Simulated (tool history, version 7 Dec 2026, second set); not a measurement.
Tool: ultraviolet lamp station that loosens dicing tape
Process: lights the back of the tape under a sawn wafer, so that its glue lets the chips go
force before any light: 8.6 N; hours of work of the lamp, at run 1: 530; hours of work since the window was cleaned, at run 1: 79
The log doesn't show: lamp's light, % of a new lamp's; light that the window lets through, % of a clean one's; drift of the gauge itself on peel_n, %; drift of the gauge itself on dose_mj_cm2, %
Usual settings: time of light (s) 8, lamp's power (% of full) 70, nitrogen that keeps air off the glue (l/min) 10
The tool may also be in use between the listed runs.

| run | hour | time of light (s) | lamp's power (% of full) | nitrogen that keeps air off the glue (l/min) | hours of work of the lamp | hours of work since the window was cleaned | force that peels the tape off (N) | light that reached the tape (mJ/cm2) |
|---|---|---|---|---|---|---|---|---|
| 1 | 0 | 8 | 70 | 10 | 530 | 79 | 0.451 | 243 |
| 2 | 57.9 | 8 | 70 | 10 | 563 | 112 | 0.487 | 237 |
| 3 | 125.8 | 8 | 70 | 10 | 602 | 150 | 0.538 | 230 |
| 4 | 157.3 | 8 | 70 | 10 | 620 | 168 | 0.554 | 225 |
| 5 | 195.9 | 8 | 70 | 10 | 642 | 190 | 0.576 | 223 |
| 6 | 232.1 | 8 | 70 | 10 | 662 | 211 | 0.619 | 218 |
| 7 | 274.6 | 8 | 91 | 10 | 686 | 235 | 0.342 | 276 |
| 8 | 313.5 | 8 | 91 | 10 | 708 | 257 | 0.349 | 272 |
|  | 323.5 | window cleaned of glue's vapour |
| 9 | 387.9 | 8 | 91 | 10 | 750 | 37 | 0.283 | 292 |
| 10 | 457.4 | 8 | 88 | 10 | 790 | 76 | 0.353 | 275 |
| 11 | 528.1 | 8 | 88 | 10 | 830 | 116 | 0.378 | 271 |
| 12 | 599.7 | 8 | 94 | 10 | 871 | 157 | 0.335 | 274 |
| 13 | 665.1 | 8 | 94 | 10 | 908 | 194 | 0.393 | 268 |
| 14 | 705.6 | 8 | 70 | 8 | 931 | 217 | 0.904 | 195 |
| 15 | 777.1 | 5 | 70 | 8 | 972 | 258 | 2.14 | 116 |
|  | 786.4 | window cleaned of glue's vapour |
| 16 | 827.3 | 5 | 70 | 8 | 1000 | 23 | 1.923 | 125 |
| 17 | 865.5 | 5 | 70 | 8 | 1022 | 45 | 1.962 | 123 |
| 18 | 940.1 | 5 | 70 | 8 | 1064 | 87 | 2.043 | 118 |
| 19 | 982.1 | 14 | 70 | 16 | 1088 | 111 | 0.19 | 325 |
| 20 | 1035.4 | 14 | 70 | 16 | 1118 | 142 | 0.196 | 321 |
| 21 | 1094.3 | 10 | 80 | 16 | 1152 | 175 | 0.325 | 251 |
| 22 | 1126.7 | 10 | 80 | 16 | 1170 | 193 | 0.34 | 247 |
| 23 | 1188.6 | 10 | 80 | 3 | 1205 | 229 | 1.173 | 240 |
| 24 | 1235.2 | 16 | 88 | 10 | 1232 | 255 | 0.165 | 410 |
|  | 1253.6 | window cleaned of glue's vapour |
| 25 | 1286.6 | 16 | 88 | 10 | 1261 | 19 | 0.132 | 436 |
|  | 1293 | lamp changed |
| 26 | 1330.6 | 9 | 89 | 8 | 21 | 43 | 0.167 | 435 |
| 27 | 1372 | 9 | 89 | 8 | 45 | 67 | 0.178 | 419 |
| 28 | 1430.9 | 8 | 61 | 6 | 78 | 100 | 0.643 | 251 |
| 29 | 1462.5 | 8 | 61 | 16 | 96 | 118 | 0.322 | 247 |
| 30 | 1493.9 | 8 | 61 | 16 | 114 | 136 | 0.343 | 242 |
| 31 | 1537.1 | 7 | 70 | 10 | 139 | 161 | 0.496 | 238 |
| 32 | 1602.8 | 15 | 67 | 10 | 176 | 198 | 0.138 | 477 |
| 33 | 1645.4 | 15 | 89 | 10 | 200 | 222 | 0.116 | 618 |
| 34 | 1687.7 | 8 | 65 | 4 | 224 | 246 | 0.954 | 240 |

4 ways to go on from here, each from the tool as it stands after run 34. What would each give?
|  | 1720.1 | window cleaned of glue's vapour |
| A | 1747.8 | 5 | 88 | 7 | 258 | 16 | ? | ? |
|  | 1720.1 | window cleaned of glue's vapour |
| B | 1747.8 | 8 | 65 | 3 | 258 | 16 | ? | ? |
|  | 1720.1 | window cleaned of glue's vapour |
| C | 1747.8 | 13 | 65 | 4 | 258 | 16 | ? | ? |
|  | 1720.1 | window cleaned of glue's vapour |
| D | 1747.8 | 6 | 86 | 8 | 258 | 16 | ? | ? |

| run | force that peels the tape off (N) | light that reached the tape (mJ/cm2) |
|---|---|---|
| A | 0.781 | 216 |
| B | 1.058 | 259 |
| C | 0.275 | 418 |
| D | 0.484 | 256 |
Without the tool's hidden state the same runs would have given:
| run | force that peels the tape off (N) | light that reached the tape (mJ/cm2) |
|---|---|---|
| A | 0.607 | 242 |
| B | 0.835 | 289 |
| C | 0.217 | 468 |
| D | 0.37 | 287 |

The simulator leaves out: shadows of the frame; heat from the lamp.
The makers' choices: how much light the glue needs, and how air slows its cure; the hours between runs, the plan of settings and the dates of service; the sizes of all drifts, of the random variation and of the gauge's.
